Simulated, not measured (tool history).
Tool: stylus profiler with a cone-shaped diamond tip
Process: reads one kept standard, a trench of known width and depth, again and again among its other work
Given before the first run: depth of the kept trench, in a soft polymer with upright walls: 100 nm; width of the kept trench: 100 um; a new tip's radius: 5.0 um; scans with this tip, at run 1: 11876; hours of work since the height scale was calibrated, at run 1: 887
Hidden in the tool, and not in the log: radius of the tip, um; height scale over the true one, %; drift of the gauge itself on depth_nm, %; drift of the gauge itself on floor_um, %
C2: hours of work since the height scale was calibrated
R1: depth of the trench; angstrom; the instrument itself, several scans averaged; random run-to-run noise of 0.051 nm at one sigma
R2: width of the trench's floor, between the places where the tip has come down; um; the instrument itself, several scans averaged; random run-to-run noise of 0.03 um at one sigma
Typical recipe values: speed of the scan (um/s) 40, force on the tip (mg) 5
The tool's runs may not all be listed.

{"run": 1, "hour": 0.0, "speed of the scan (um/s)": 40, "force on the tip (mg)": 5, "scans with this tip": 11876, "C2": 887, "R1": 1010.3, "R2": 97.22}
{"run": 2, "hour": 67.7, "speed of the scan (um/s)": 40, "force on the tip (mg)": 5, "scans with this tip": 12574, "C2": 939, "R1": 1009.9, "R2": 97.16}
{"run": 3, "hour": 124.3, "speed of the scan (um/s)": 40, "force on the tip (mg)": 8.26, "scans with this tip": 13159, "C2": 983, "R1": 1014.9, "R2": 97.09}
{"run": 4, "hour": 223.4, "speed of the scan (um/s)": 40, "force on the tip (mg)": 5, "scans with this tip": 14183, "C2": 1059, "R1": 1010.1, "R2": 97.09}
{"run": 5, "hour": 317.9, "speed of the scan (um/s)": 146, "force on the tip (mg)": 5, "scans with this tip": 15158, "C2": 1132, "R1": 1008.9, "R2": 96.71}
{"run": 6, "hour": 402.0, "speed of the scan (um/s)": 146, "force on the tip (mg)": 5, "scans with this tip": 16027, "C2": 1197, "R1": 1009.1, "R2": 96.59}
{"run": 7, "hour": 477.9, "speed of the scan (um/s)": 146, "force on the tip (mg)": 5, "scans with this tip": 16811, "C2": 1256, "R1": 1009, "R2": 96.61}
{"run": 8, "hour": 572.7, "speed of the scan (um/s)": 146, "force on the tip (mg)": 5, "scans with this tip": 17790, "C2": 1329, "R1": 1008.3, "R2": 96.59}
{"run": 9, "hour": 632.6, "speed of the scan (um/s)": 146, "force on the tip (mg)": 5.84, "scans with this tip": 18409, "C2": 1375, "R1": 1009.4, "R2": 96.59}
{"run": 10, "hour": 698.0, "speed of the scan (um/s)": 40, "force on the tip (mg)": 3.22, "scans with this tip": 19084, "C2": 1425, "R1": 1003.9, "R2": 96.84}
{"run": 11, "hour": 799.8, "speed of the scan (um/s)": 111, "force on the tip (mg)": 5, "scans with this tip": 20135, "C2": 1504, "R1": 1006.9, "R2": 96.56}
{"run": 12, "hour": 873.0, "speed of the scan (um/s)": 111, "force on the tip (mg)": 5, "scans with this tip": 20891, "C2": 1560, "R1": 1007.5, "R2": 96.58}
{"run": 13, "hour": 963.8, "speed of the scan (um/s)": 111, "force on the tip (mg)": 5, "scans with this tip": 21829, "C2": 1630, "R1": 1006.9, "R2": 96.52}
{"hour": 1027.8, "done": "height scale calibrated on a step standard"}
{"run": 14, "hour": 1061.4, "speed of the scan (um/s)": 111, "force on the tip (mg)": 5, "scans with this tip": 22831, "C2": 26, "R1": 1002.4, "R2": 96.39}
{"run": 15, "hour": 1106.7, "speed of the scan (um/s)": 111, "force on the tip (mg)": 5, "scans with this tip": 23299, "C2": 61, "R1": 1003.7, "R2": 96.43}
{"run": 16, "hour": 1191.7, "speed of the scan (um/s)": 111, "force on the tip (mg)": 6.73, "scans with this tip": 24177, "C2": 126, "R1": 1004.9, "R2": 96.4}
{"run": 17, "hour": 1233.8, "speed of the scan (um/s)": 40, "force on the tip (mg)": 5, "scans with this tip": 24611, "C2": 159, "R1": 1002.7, "R2": 96.59}
{"run": 18, "hour": 1283.1, "speed of the scan (um/s)": 40, "force on the tip (mg)": 5, "scans with this tip": 25120, "C2": 197, "R1": 1002.1, "R2": 96.56}
{"hour": 1353.7, "done": "new tip fitted, height scale calibrated"}
{"run": 19, "hour": 1382.0, "speed of the scan (um/s)": 40, "force on the tip (mg)": 5, "scans with this tip": 293, "C2": 22, "R1": 1014.2, "R2": 97.82}
{"run": 20, "hour": 1425.8, "speed of the scan (um/s)": 40, "force on the tip (mg)": 5, "scans with this tip": 745, "C2": 56, "R1": 1013.1, "R2": 97.82}
{"run": 21, "hour": 1501.2, "speed of the scan (um/s)": 40, "force on the tip (mg)": 5, "scans with this tip": 1524, "C2": 114, "R1": 1013.9, "R2": 97.8}
{"run": 22, "hour": 1597.9, "speed of the scan (um/s)": 40, "force on the tip (mg)": 5, "scans with this tip": 2522, "C2": 188, "R1": 1012.4, "R2": 97.72}
{"hour": 1647.4, "done": "height scale calibrated on a step standard, once more"}
{"run": 23, "hour": 1666.7, "speed of the scan (um/s)": 40, "force on the tip (mg)": 5, "scans with this tip": 3227, "C2": 15, "R1": 1012.8, "R2": 97.69}
{"run": 24, "hour": 1719.9, "speed of the scan (um/s)": 69, "force on the tip (mg)": 2.01, "scans with this tip": 3777, "C2": 56, "R1": 1007, "R2": 97.48}
{"run": 25, "hour": 1762.1, "speed of the scan (um/s)": 69, "force on the tip (mg)": 2.01, "scans with this tip": 4213, "C2": 88, "R1": 1006.5, "R2": 97.43}
{"run": 26, "hour": 1804.8, "speed of the scan (um/s)": 13, "force on the tip (mg)": 13.5, "scans with this tip": 4653, "C2": 121, "R1": 1025.4, "R2": 97.67}
{"run": 27, "hour": 1847.7, "speed of the scan (um/s)": 13, "force on the tip (mg)": 13.5, "scans with this tip": 5096, "C2": 154, "R1": 1025.5, "R2": 97.66}
{"run": 28, "hour": 1909.5, "speed of the scan (um/s)": 47, "force on the tip (mg)": 13.48, "scans with this tip": 5735, "C2": 202, "R1": 1025, "R2": 97.6}
{"run": 29, "hour": 2000.1, "speed of the scan (um/s)": 14, "force on the tip (mg)": 3.16, "scans with this tip": 6670, "C2": 272, "R1": 1009.2, "R2": 97.48}
{"run": 30, "hour": 2053.2, "speed of the scan (um/s)": 14, "force on the tip (mg)": 3.16, "scans with this tip": 7219, "C2": 313, "R1": 1009, "R2": 97.54}
{"run": 31, "hour": 2124.8, "speed of the scan (um/s)": 49, "force on the tip (mg)": 2.86, "scans with this tip": 7958, "C2": 368, "R1": 1007.7, "R2": 97.34}
{"run": 32, "hour": 2196.6, "speed of the scan (um/s)": 49, "force on the tip (mg)": 2.86, "scans with this tip": 8700, "C2": 424, "R1": 1007.9, "R2": 97.29}

Run 33 is up next; what results do you expect?
{"run": 33, "hour": 2264.0, "speed of the scan (um/s)": 49, "force on the tip (mg)": 2.86, "scans with this tip": 9396, "C2": 476, "R1": "?", "R2": "?"}

{"run 33": {"R1": 1006.9, "R2": 97.25}}
With the hidden condition absent and the run-to-run variation left alone, this run would have shown R1 1008.9 angstrom, R2 97.81 um.
